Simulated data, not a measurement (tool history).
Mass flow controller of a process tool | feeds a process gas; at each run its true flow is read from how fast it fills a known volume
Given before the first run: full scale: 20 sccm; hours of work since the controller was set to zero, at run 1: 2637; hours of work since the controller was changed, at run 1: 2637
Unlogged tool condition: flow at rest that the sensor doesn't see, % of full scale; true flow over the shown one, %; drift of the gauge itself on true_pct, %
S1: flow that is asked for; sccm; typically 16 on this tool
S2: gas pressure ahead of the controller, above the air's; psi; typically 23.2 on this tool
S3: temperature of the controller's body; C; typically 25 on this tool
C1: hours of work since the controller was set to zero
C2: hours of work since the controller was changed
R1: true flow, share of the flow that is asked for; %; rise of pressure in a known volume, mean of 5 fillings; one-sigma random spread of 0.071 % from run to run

{"run": 1, "hour": 0.0, "S1": 16, "S2": 23.2, "S3": 25, "C1": 2637, "C2": 2637, "R1": 99.44}
{"run": 2, "hour": 55.7, "S1": 16, "S2": 23.2, "S3": 25, "C1": 2682, "C2": 2682, "R1": 99.62}
{"run": 3, "hour": 132.9, "S1": 16, "S2": 23.2, "S3": 25, "C1": 2744, "C2": 2744, "R1": 99.64}
{"run": 4, "hour": 209.5, "S1": 16, "S2": 23.2, "S3": 25, "C1": 2805, "C2": 2805, "R1": 99.78}
{"run": 5, "hour": 269.8, "S1": 16, "S2": 23.2, "S3": 25, "C1": 2853, "C2": 2853, "R1": 99.78}
{"run": 6, "hour": 352.3, "S1": 11, "S2": 23.2, "S3": 25, "C1": 2919, "C2": 2919, "R1": 99.6}
{"run": 7, "hour": 438.6, "S1": 16, "S2": 23.2, "S3": 23, "C1": 2988, "C2": 2988, "R1": 100.14}
{"run": 8, "hour": 486.3, "S1": 16, "S2": 23.2, "S3": 23, "C1": 3026, "C2": 3026, "R1": 100.11}
{"run": 9, "hour": 565.6, "S1": 16, "S2": 33.6, "S3": 25, "C1": 3089, "C2": 3089, "R1": 100.54}
{"run": 10, "hour": 613.4, "S1": 10, "S2": 33.6, "S3": 25, "C1": 3128, "C2": 3128, "R1": 100.36}
{"run": 11, "hour": 686.8, "S1": 16, "S2": 23.2, "S3": 25, "C1": 3186, "C2": 3186, "R1": 100.28}
{"run": 12, "hour": 735.2, "S1": 16, "S2": 23.2, "S3": 25, "C1": 3225, "C2": 3225, "R1": 100.27}
{"run": 13, "hour": 825.7, "S1": 16, "S2": 23.2, "S3": 25, "C1": 3297, "C2": 3297, "R1": 100.47}
{"run": 14, "hour": 909.5, "S1": 6, "S2": 23.2, "S3": 25, "C1": 3364, "C2": 3364, "R1": 99.93}
{"run": 15, "hour": 953.7, "S1": 6, "S2": 23.2, "S3": 25, "C1": 3399, "C2": 3399, "R1": 99.94}
{"run": 16, "hour": 1000.7, "S1": 6, "S2": 23.2, "S3": 25, "C1": 3437, "C2": 3437, "R1": 99.9}
{"run": 17, "hour": 1077.8, "S1": 3, "S2": 36, "S3": 25, "C1": 3499, "C2": 3499, "R1": 100.3}
{"run": 18, "hour": 1174.6, "S1": 3, "S2": 36, "S3": 25, "C1": 3576, "C2": 3576, "R1": 100.64}
{"run": 19, "hour": 1238.8, "S1": 3, "S2": 36, "S3": 25, "C1": 3627, "C2": 3627, "R1": 100.72}
{"run": 20, "hour": 1308.9, "S1": 3, "S2": 36, "S3": 25, "C1": 3683, "C2": 3683, "R1": 100.69}
{"run": 21, "hour": 1390.8, "S1": 3, "S2": 36, "S3": 25, "C1": 3749, "C2": 3749, "R1": 100.91}
{"run": 22, "hour": 1439.5, "S1": 3, "S2": 36, "S3": 21, "C1": 3788, "C2": 3788, "R1": 101.37}
{"run": 23, "hour": 1513.1, "S1": 15, "S2": 27.7, "S3": 30, "C1": 3846, "C2": 3846, "R1": 100.68}
{"run": 24, "hour": 1584.5, "S1": 15, "S2": 27.7, "S3": 30, "C1": 3903, "C2": 3903, "R1": 100.95}
{"run": 25, "hour": 1666.1, "S1": 16, "S2": 21.6, "S3": 25, "C1": 3969, "C2": 3969, "R1": 101.45}
{"run": 26, "hour": 1768.4, "S1": 16, "S2": 38, "S3": 25, "C1": 4050, "C2": 4050, "R1": 102.27}
{"run": 27, "hour": 1858.1, "S1": 16, "S2": 38, "S3": 25, "C1": 4122, "C2": 4122, "R1": 102.47}

Results per run with the tool's hidden condition removed, run-to-run variation unchanged:
run=1 R1=99.45
run=2 R1=99.55
run=3 R1=99.48
run=4 R1=99.53
run=5 R1=99.46
run=6 R1=99.18
run=7 R1=99.6
run=8 R1=99.52
run=9 R1=99.85
run=10 R1=99.62
run=11 R1=99.45
run=12 R1=99.38
run=13 R1=99.46
run=14 R1=98.84
run=15 R1=98.8
run=16 R1=98.7
run=17 R1=99.02
run=18 R1=99.24
run=19 R1=99.25
run=20 R1=99.13
run=21 R1=99.25
run=22 R1=99.64
run=23 R1=98.84
run=24 R1=99.02
run=25 R1=99.42
run=26 R1=100.09
run=27 R1=100.19

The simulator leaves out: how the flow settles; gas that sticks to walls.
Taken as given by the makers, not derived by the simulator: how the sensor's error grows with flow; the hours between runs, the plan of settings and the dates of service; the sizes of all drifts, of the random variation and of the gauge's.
